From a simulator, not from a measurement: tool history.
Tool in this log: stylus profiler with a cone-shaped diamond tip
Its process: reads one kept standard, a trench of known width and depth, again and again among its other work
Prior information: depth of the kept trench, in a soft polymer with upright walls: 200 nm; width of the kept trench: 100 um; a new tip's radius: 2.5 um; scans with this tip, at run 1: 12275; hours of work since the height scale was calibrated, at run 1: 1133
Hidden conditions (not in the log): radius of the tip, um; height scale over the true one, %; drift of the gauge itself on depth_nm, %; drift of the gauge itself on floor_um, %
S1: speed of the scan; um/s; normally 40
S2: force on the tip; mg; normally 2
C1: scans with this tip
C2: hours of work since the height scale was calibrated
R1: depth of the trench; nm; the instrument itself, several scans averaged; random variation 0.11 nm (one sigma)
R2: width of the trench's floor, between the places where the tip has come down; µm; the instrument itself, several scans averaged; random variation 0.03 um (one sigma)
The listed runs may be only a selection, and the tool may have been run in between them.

run   hour   S1    S2     C1    C2      R1     R2
  1      0   40     2  12275  1133  201.49  97.16
  2   37.3   40     2  12475  1151  201.43  97.19
  3   77.6   40     2  12690  1171  201.62  97.16
  4  137.7   40     2  13011  1200  201.51  97.23
  5  178.1  115     2  13228  1220  201.47  96.85
  6  206.1  115     2  13377  1234  201.58  96.86
  7  249.5  115     2  13609  1256  201.25  96.85
  8  288.8   40     2  13819  1275  201.22  97.14
  9  327.2   40     2  14024  1294  201.43  97.15
     330.8  -- height scale calibrated on a step standard
 10  387.3   40     2  14343    28  201.12  97.17
 11    440   95  5.17  14625    54  203.18  97.06
 12  469.5   95  5.17  14783    68  203.28  97.04
 13  496.3   15  3.02  14926    82  201.99  97.23
 14  538.8   15  3.02  15153   103  201.77  97.19
 15  590.7   40  3.59  15431   128  202.41  97.17
 16  631.1   30     2  15647   148  200.97  97.14
 17  666.9   30     2  15838   166     201  97.08
     694.5  -- height scale calibrated on a step standard, once more
 18  724.5   60  0.98  16143    15  201.36   96.9
 19  755.7   73  4.59  16310    30  204.05     97
 20  793.4   48  1.11  16511    49  201.55  96.94

Here are 5 independent what-if runs from the current tool condition. What would each one return?
  A  850.4   26  0.86  16816  77   ?   ?
  B  850.4   48  4.88  16816  77   ?   ?
  C  850.4  112  3.78  16816  77   ?   ?
  D  850.4   45  2.34  16816  77   ?   ?
  E  850.4   73   1.6  16816  77   ?   ?

run      R1     R2
  A   201.3  97.03
  B  204.28  97.09
  C   203.7  96.89
  D  202.62  96.98
  E  201.94  96.85
What these runs would have given with no unlogged condition in the tool:
run      R1     R2
  A  201.42  97.89
  B   204.4  97.95
  C  203.82  97.76
  D  202.74  97.84
  E  202.06  97.71

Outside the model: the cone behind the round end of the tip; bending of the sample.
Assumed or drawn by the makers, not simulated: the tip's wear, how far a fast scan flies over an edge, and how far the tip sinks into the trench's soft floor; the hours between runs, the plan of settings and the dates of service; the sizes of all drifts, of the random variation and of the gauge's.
